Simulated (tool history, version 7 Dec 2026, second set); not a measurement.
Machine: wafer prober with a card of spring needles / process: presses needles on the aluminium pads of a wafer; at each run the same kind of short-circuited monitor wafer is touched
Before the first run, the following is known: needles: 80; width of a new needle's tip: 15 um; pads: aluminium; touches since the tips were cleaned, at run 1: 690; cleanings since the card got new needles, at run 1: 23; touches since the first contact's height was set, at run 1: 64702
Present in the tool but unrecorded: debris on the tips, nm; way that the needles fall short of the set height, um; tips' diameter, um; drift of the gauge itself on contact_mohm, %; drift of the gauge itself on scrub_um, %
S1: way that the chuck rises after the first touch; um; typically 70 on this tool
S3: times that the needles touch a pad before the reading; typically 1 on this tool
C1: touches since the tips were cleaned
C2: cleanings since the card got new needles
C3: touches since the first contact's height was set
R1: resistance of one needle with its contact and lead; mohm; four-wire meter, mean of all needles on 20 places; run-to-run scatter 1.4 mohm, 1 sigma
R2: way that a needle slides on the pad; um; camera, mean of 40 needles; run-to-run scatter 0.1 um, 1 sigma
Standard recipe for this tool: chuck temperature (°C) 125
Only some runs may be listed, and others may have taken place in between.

run 1 hour=0.0 | S1=70 chuck_temperature_(°C)=125 S3=1 | C1=690 C2=23 C3=64702 | R1=123 R2=10.41
-- hour=7.0 tips cleaned on abrasive film
run 2 hour=9.8 | S1=70 chuck_temperature_(°C)=125 S3=1 | C1=655 C2=24 C3=66960 | R1=121 R2=10.32
-- hour=17.2 tips cleaned on abrasive film
run 3 hour=19.6 | S1=70 chuck_temperature_(°C)=125 S3=1 | C1=571 C2=25 C3=69206 | R1=123 R2=10.15
-- hour=27.7 tips cleaned on abrasive film
run 4 hour=30.6 | S1=70 chuck_temperature_(°C)=125 S3=1 | C1=678 C2=26 C3=71737 | R1=123 R2=10.24
run 5 hour=36.0 | S1=70 chuck_temperature_(°C)=125 S3=1 | C1=1919 C2=26 C3=72978 | R1=122 R2=10.20
-- hour=37.9 tips cleaned on abrasive film
run 6 hour=41.1 | S1=70 chuck_temperature_(°C)=125 S3=1 | C1=745 C2=27 C3=74138 | R1=122 R2=10.54
-- hour=48.7 tips cleaned on abrasive film
run 7 hour=52.7 | S1=70 chuck_temperature_(°C)=33 S3=1 | C1=926 C2=28 C3=76801 | R1=108 R2=10.34
-- hour=58.6 tips cleaned on abrasive film
run 8 hour=62.8 | S1=70 chuck_temperature_(°C)=33 S3=1 | C1=954 C2=29 C3=79113 | R1=111 R2=10.31
-- hour=68.8 tips cleaned on abrasive film
run 9 hour=73.6 | S1=70 chuck_temperature_(°C)=33 S3=1 | C1=1127 C2=30 C3=81612 | R1=110 R2=10.11
-- hour=79.7 tips cleaned on abrasive film
run 10 hour=84.7 | S1=70 chuck_temperature_(°C)=125 S3=1 | C1=1163 C2=31 C3=84164 | R1=121 R2=10.10
-- hour=90.2 tips cleaned on abrasive film
run 11 hour=93.0 | S1=70 chuck_temperature_(°C)=125 S3=1 | C1=662 C2=32 C3=86059 | R1=121 R2=10.36
-- hour=100.9 tips cleaned on abrasive film
run 12 hour=103.2 | S1=70 chuck_temperature_(°C)=125 S3=1 | C1=538 C2=33 C3=88399 | R1=122 R2=10.26
-- hour=111.0 tips cleaned on abrasive film
run 13 hour=113.8 | S1=70 chuck_temperature_(°C)=125 S3=1 | C1=666 C2=34 C3=90842 | R1=122 R2=10.21
-- hour=120.9 tips cleaned on abrasive film
run 14 hour=123.2 | S1=70 chuck_temperature_(°C)=125 S3=1 | C1=526 C2=35 C3=92984 | R1=123 R2=10.15
run 15 hour=129.6 | S1=73 chuck_temperature_(°C)=54 S3=2 | C1=2018 C2=35 C3=94476 | R1=111 R2=10.59
-- hour=131.1 tips cleaned on abrasive film
run 16 hour=136.4 | S1=73 chuck_temperature_(°C)=54 S3=2 | C1=1235 C2=36 C3=96035 | R1=114 R2=10.75
-- hour=141.1 tips cleaned on abrasive film
run 17 hour=142.5 | S1=73 chuck_temperature_(°C)=54 S3=2 | C1=323 C2=37 C3=97424 | R1=111 R2=10.67
-- hour=151.3 tips cleaned on abrasive film
run 18 hour=152.3 | S1=73 chuck_temperature_(°C)=54 S3=2 | C1=216 C2=38 C3=99657 | R1=112 R2=10.59
-- hour=161.7 tips cleaned on abrasive film
run 19 hour=161.7 | S1=57 chuck_temperature_(°C)=30 S3=3 | C1=0 C2=39 C3=101813 | R1=112 R2=8.39
-- hour=171.7 tips cleaned on abrasive film
run 20 hour=173.0 | S1=88 chuck_temperature_(°C)=30 S3=1 | C1=302 C2=40 C3=104428 | R1=107 R2=13.00
run 21 hour=179.2 | S1=70 chuck_temperature_(°C)=91 S3=1 | C1=1725 C2=40 C3=105851 | R1=121 R2=10.45
-- hour=182.0 tips cleaned on abrasive film
run 22 hour=189.1 | S1=85 chuck_temperature_(°C)=47 S3=1 | C1=1660 C2=41 C3=108136 | R1=108 R2=12.65
-- hour=192.7 tips cleaned on abrasive film
run 23 hour=197.2 | S1=56 chuck_temperature_(°C)=27 S3=2 | C1=1040 C2=42 C3=109988 | R1=112 R2=8.56
-- hour=202.9 tips cleaned on abrasive film
run 24 hour=206.6 | S1=70 chuck_temperature_(°C)=125 S3=2 | C1=841 C2=43 C3=112133 | R1=121 R2=10.33
-- hour=213.3 tips cleaned on abrasive film
run 25 hour=217.5 | S1=80 chuck_temperature_(°C)=98 S3=3 | C1=959 C2=44 C3=114638 | R1=115 R2=11.65
-- hour=223.8 tips cleaned on abrasive film
run 26 hour=226.3 | S1=61 chuck_temperature_(°C)=125 S3=1 | C1=587 C2=45 C3=116674 | R1=121 R2=8.91
-- hour=234.0 tips cleaned on abrasive film
run 27 hour=235.4 | S1=61 chuck_temperature_(°C)=116 S3=2 | C1=323 C2=46 C3=118750 | R1=122 R2=9.03

3 ways to go on from here, each from the tool as it stands after run 27. What would each give?
run A hour=242.9 | S1=70 chuck_temperature_(°C)=125 S3=2 | C1=2065 C2=46 C3=120492 | R1=? R2=?
run B hour=242.9 | S1=61 chuck_temperature_(°C)=78 S3=2 | C1=2065 C2=46 C3=120492 | R1=? R2=?
run C hour=242.9 | S1=67 chuck_temperature_(°C)=116 S3=2 | C1=2065 C2=46 C3=120492 | R1=? R2=?

run=A R1=122 R2=10.29
run=B R1=116 R2=9.09
run=C R1=123 R2=9.89
Take away the tool's hidden state, keep each run's random variation, and the runs would have read:
run=A R1=122 R2=10.29
run=B R1=116 R2=9.10
run=C R1=123 R2=9.90

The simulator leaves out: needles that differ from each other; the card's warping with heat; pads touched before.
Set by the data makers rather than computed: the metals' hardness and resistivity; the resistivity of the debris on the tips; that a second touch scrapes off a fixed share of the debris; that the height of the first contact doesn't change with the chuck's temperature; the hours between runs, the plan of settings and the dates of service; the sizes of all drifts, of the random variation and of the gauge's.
